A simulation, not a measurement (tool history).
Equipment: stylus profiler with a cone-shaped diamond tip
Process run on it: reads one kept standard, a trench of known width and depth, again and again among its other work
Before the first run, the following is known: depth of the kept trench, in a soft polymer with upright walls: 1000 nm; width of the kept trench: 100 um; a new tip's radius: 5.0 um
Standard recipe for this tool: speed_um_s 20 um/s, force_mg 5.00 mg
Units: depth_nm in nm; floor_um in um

run 1 hour=0.0 | speed_um_s=20 force_mg=5.00 | depth_nm=1026.24 floor_um=93.71
run 2 hour=20.5 | speed_um_s=20 force_mg=5.00 | depth_nm=1026.46 floor_um=93.71
run 3 hour=57.6 | speed_um_s=20 force_mg=5.00 | depth_nm=1026.12 floor_um=93.70
run 4 hour=97.5 | speed_um_s=20 force_mg=3.66 | depth_nm=1021.67 floor_um=93.59
run 5 hour=133.1 | speed_um_s=20 force_mg=3.66 | depth_nm=1022.15 floor_um=93.59
run 6 hour=161.6 | speed_um_s=24 force_mg=5.00 | depth_nm=1026.86 floor_um=93.59
run 7 hour=184.8 | speed_um_s=24 force_mg=5.00 | depth_nm=1026.98 floor_um=93.56
run 8 hour=206.7 | speed_um_s=24 force_mg=5.00 | depth_nm=1027.25 floor_um=93.49
run 9 hour=248.1 | speed_um_s=24 force_mg=5.00 | depth_nm=1027.21 floor_um=93.52
run 10 hour=271.6 | speed_um_s=20 force_mg=5.00 | depth_nm=1027.20 floor_um=93.49
run 11 hour=307.9 | speed_um_s=20 force_mg=5.00 | depth_nm=1027.34 floor_um=93.48
run 12 hour=334.0 | speed_um_s=20 force_mg=5.00 | depth_nm=1027.27 floor_um=93.51
run 13 hour=374.0 | speed_um_s=20 force_mg=3.79 | depth_nm=1022.97 floor_um=93.49
run 14 hour=402.2 | speed_um_s=20 force_mg=3.79 | depth_nm=1022.82 floor_um=93.40
run 15 hour=424.7 | speed_um_s=20 force_mg=3.79 | depth_nm=1023.29 floor_um=93.42
run 16 hour=465.2 | speed_um_s=20 force_mg=3.79 | depth_nm=1023.05 floor_um=93.42
run 17 hour=506.7 | speed_um_s=20 force_mg=3.79 | depth_nm=1023.49 floor_um=93.35
run 18 hour=526.3 | speed_um_s=20 force_mg=3.79 | depth_nm=1023.34 floor_um=93.34
-- hour=528.8 height scale calibrated on a step standard
run 19 hour=558.6 | speed_um_s=20 force_mg=3.79 | depth_nm=1024.78 floor_um=93.38
run 20 hour=601.0 | speed_um_s=14 force_mg=3.12 | depth_nm=1023.04 floor_um=93.34
run 21 hour=641.0 | speed_um_s=52 force_mg=5.00 | depth_nm=1029.60 floor_um=93.10
run 22 hour=662.4 | speed_um_s=50 force_mg=3.57 | depth_nm=1024.32 floor_um=93.10
run 23 hour=705.2 | speed_um_s=61 force_mg=2.62 | depth_nm=1021.33 floor_um=93.01
-- hour=708.4 height scale calibrated on a step standard, once more
run 24 hour=734.9 | speed_um_s=61 force_mg=2.62 | depth_nm=1016.57 floor_um=92.98
run 25 hour=769.4 | speed_um_s=18 force_mg=6.66 | depth_nm=1030.40 floor_um=93.18
run 26 hour=802.5 | speed_um_s=50 force_mg=8.42 | depth_nm=1035.74 floor_um=93.16
run 27 hour=839.6 | speed_um_s=50 force_mg=8.42 | depth_nm=1036.15 floor_um=93.12
run 28 hour=871.3 | speed_um_s=13 force_mg=8.42 | depth_nm=1036.38 floor_um=93.23
run 29 hour=898.1 | speed_um_s=13 force_mg=8.42 | depth_nm=1036.07 floor_um=93.17
run 30 hour=936.1 | speed_um_s=70 force_mg=14.60 | depth_nm=1052.08 floor_um=93.02
run 31 hour=958.5 | speed_um_s=52 force_mg=5.00 | depth_nm=1025.83 floor_um=92.98
run 32 hour=1000.7 | speed_um_s=52 force_mg=5.00 | depth_nm=1026.16 floor_um=92.93
run 33 hour=1039.9 | speed_um_s=5 force_mg=10.00 | depth_nm=1040.54 floor_um=93.10
run 34 hour=1073.3 | speed_um_s=8 force_mg=4.27 | depth_nm=1023.92 floor_um=93.10
run 35 hour=1091.8 | speed_um_s=8 force_mg=4.27 | depth_nm=1023.72 floor_um=93.12
run 36 hour=1128.3 | speed_um_s=6 force_mg=12.95 | depth_nm=1048.54 floor_um=93.03
run 37 hour=1171.8 | speed_um_s=6 force_mg=9.60 | depth_nm=1039.92 floor_um=93.07

Some steps in depth_nm between neighbouring runs. How much of each would the tool show without its hidden state too (settings, what came in, random variation), and how much is left for the hidden state, with any gauge scatter that isn't in both results?
Unlogged tool condition in this case: radius of the tip, um; height scale over the true one, %; drift of the gauge itself on depth_nm, %; drift of the gauge itself on floor_um, %.
Run 18 -> 19: height scale calibrated on a step standard. depth_nm +1.44 nm: hidden state +1.56, all else -0.12.
Run 20 -> 21: speed_um_s 14 -> 52, force_mg 3.12 -> 5.00. depth_nm +6.56 nm: hidden state +0.13, all else +6.43.
Run 23 -> 24: height scale calibrated on a step standard, once more. depth_nm -4.76 nm: hidden state -4.39, all else -0.37.
Run 30 -> 31: speed_um_s 70 -> 52, force_mg 14.60 -> 5.00. depth_nm -26.25 nm: hidden state +0.04, all else -26.29.
Run 33 -> 34: speed_um_s 5 -> 8, force_mg 10.00 -> 4.27. depth_nm -16.62 nm: hidden state +0.06, all else -16.68.
Run 35 -> 36: speed_um_s 8 -> 6, force_mg 4.27 -> 12.95. depth_nm +24.82 nm: hidden state +0.12, all else +24.70.
